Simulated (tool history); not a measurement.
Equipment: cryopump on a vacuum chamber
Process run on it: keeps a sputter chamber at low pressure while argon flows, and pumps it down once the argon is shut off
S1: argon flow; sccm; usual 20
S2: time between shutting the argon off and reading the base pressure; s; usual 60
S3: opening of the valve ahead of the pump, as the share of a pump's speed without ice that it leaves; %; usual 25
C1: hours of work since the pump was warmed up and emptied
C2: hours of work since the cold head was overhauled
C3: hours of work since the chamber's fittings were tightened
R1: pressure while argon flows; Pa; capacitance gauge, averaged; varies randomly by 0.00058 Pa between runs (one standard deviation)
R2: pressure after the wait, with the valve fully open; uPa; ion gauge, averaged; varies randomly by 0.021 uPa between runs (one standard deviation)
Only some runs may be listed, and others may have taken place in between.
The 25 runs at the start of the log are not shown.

Run 26, hour 819.3: usual settings but S1 26 sccm, S2 86 s, S3 18 %; C1 371; C2 807; C3 2325. Result: R1 0.1410 Pa, R2 0.67 uPa.
Run 27, hour 848.1: usual settings but S1 12 sccm; C1 385; C2 820; C3 2338. Result: R1 0.0498 Pa, R2 0.80 uPa.
Run 28, hour 875.1: usual settings but S1 12 sccm, S2 214 s, S3 24 %; C1 397; C2 833; C3 2351. Result: R1 0.0502 Pa, R2 0.50 uPa.
Run 29, hour 904.3: usual settings but S1 36 sccm, S2 139 s, S3 40 %; C1 410; C2 846; C3 2364. Result: R1 0.0966 Pa, R2 0.58 uPa.
Run 30, hour 936.4: usual settings but S1 12 sccm; C1 425; C2 861; C3 2379. Result: R1 0.0484 Pa, R2 0.77 uPa.
At hour 961.9: pump warmed up, emptied and cooled again.
Run 31, hour 981.1: usual settings but S1 15 sccm, S2 41 s, S3 42 %; C1 9; C2 879; C3 2397. Result: R1 0.0339 Pa, R2 0.80 uPa.
Run 32, hour 1021.8: usual settings but S1 15 sccm, S2 41 s, S3 42 %; C1 28; C2 898; C3 2416. Result: R1 0.0340 Pa, R2 0.82 uPa.
Run 33, hour 1047.8: usual settings but S1 10 sccm, S2 55 s, S3 42 %; C1 40; C2 910; C3 2428. Result: R1 0.0223 Pa, R2 0.69 uPa.
Run 34, hour 1077.6: usual settings but S1 17 sccm, S3 23 %; C1 53; C2 924; C3 2442. Result: R1 0.0692 Pa, R2 0.62 uPa.
Run 35, hour 1097.4: usual settings but S1 17 sccm, S3 23 %; C1 62; C2 933; C3 2451. Result: R1 0.0689 Pa, R2 0.66 uPa.

Alternative continuations, all from the tool just after run 35; predict every row:
Run A, hour 1115.7: usual settings but S1 11 sccm, S3 21 %; C1 71; C2 941; C3 2459. Result: R1 ?, R2 ?.
Run B, hour 1115.7: usual settings but S1 17 sccm, S2 50 s, S3 27 %; C1 71; C2 941; C3 2459. Result: R1 ?, R2 ?.
Run C, hour 1115.7: usual settings but S1 37 sccm, S2 156 s, S3 22 %; C1 71; C2 941; C3 2459. Result: R1 ?, R2 ?.

run      R1    R2
  A  0.0492  0.71
  B  0.0575  0.74
  C  0.1573  0.48
The same runs, with their run-to-run variation unchanged, on a tool lacking any hidden condition would have given:
run      R1    R2
  A  0.0486  0.53
  B  0.0565  0.57
  C  0.1552  0.31
